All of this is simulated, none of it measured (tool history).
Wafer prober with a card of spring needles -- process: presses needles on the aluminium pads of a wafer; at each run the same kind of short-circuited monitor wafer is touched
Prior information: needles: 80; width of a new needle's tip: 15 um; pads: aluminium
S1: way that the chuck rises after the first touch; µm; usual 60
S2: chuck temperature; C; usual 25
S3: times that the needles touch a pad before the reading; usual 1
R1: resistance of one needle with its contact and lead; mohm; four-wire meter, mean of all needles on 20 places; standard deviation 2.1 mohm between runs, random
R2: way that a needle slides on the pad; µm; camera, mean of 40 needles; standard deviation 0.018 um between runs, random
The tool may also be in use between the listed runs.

{"run": 1, "hour": 0.0, "S1": 60, "S2": 25, "S3": 1, "R1": 228, "R2": 10.44}
{"run": 2, "hour": 8.3, "S1": 60, "S2": 25, "S3": 1, "R1": 225, "R2": 10.47}
{"run": 3, "hour": 24.1, "S1": 60, "S2": 25, "S3": 1, "R1": 227, "R2": 10.44}
{"run": 4, "hour": 34.1, "S1": 60, "S2": 25, "S3": 1, "R1": 228, "R2": 10.43}
{"hour": 39.1, "done": "tips cleaned on abrasive film"}
{"run": 5, "hour": 46.0, "S1": 60, "S2": 25, "S3": 1, "R1": 227, "R2": 10.46}
{"run": 6, "hour": 55.1, "S1": 60, "S2": 25, "S3": 1, "R1": 233, "R2": 10.47}
{"run": 7, "hour": 70.0, "S1": 60, "S2": 25, "S3": 1, "R1": 231, "R2": 10.45}
{"hour": 81.9, "done": "tips cleaned on abrasive film"}
{"run": 8, "hour": 88.1, "S1": 60, "S2": 25, "S3": 1, "R1": 228, "R2": 10.47}
{"run": 9, "hour": 98.7, "S1": 60, "S2": 25, "S3": 1, "R1": 228, "R2": 10.41}
{"run": 10, "hour": 115.8, "S1": 60, "S2": 25, "S3": 1, "R1": 229, "R2": 10.45}
{"hour": 125.6, "done": "tips cleaned on abrasive film"}
{"run": 11, "hour": 126.9, "S1": 60, "S2": 25, "S3": 1, "R1": 227, "R2": 10.43}
{"run": 12, "hour": 137.1, "S1": 60, "S2": 39, "S3": 1, "R1": 232, "R2": 10.48}
{"run": 13, "hour": 156.2, "S1": 60, "S2": 73, "S3": 1, "R1": 243, "R2": 10.46}
{"hour": 169.0, "done": "tips cleaned on abrasive film"}
{"run": 14, "hour": 170.1, "S1": 71, "S2": 31, "S3": 1, "R1": 232, "R2": 12.36}
{"run": 15, "hour": 183.9, "S1": 41, "S2": 37, "S3": 1, "R1": 238, "R2": 7.14}
{"run": 16, "hour": 192.8, "S1": 41, "S2": 37, "S3": 1, "R1": 237, "R2": 7.18}
{"hour": 211.6, "done": "tips cleaned on abrasive film"}
{"run": 17, "hour": 211.6, "S1": 41, "S2": 37, "S3": 1, "R1": 239, "R2": 7.14}
{"run": 18, "hour": 222.5, "S1": 69, "S2": 25, "S3": 3, "R1": 227, "R2": 12.05}
{"run": 19, "hour": 240.4, "S1": 69, "S2": 25, "S3": 3, "R1": 224, "R2": 12.05}

Run 20 comes next. What will it give?
{"hour": 255.1, "done": "tips cleaned on abrasive film"}
{"run": 20, "hour": 257.5, "S1": 44, "S2": 64, "S3": 3, "R1": "?", "R2": "?"}

R1: 244 mohm
R2: 7.65 µm
The same run, on a tool lacking any hidden state, would have yielded R1 244 mohm, R2 7.65 µm.
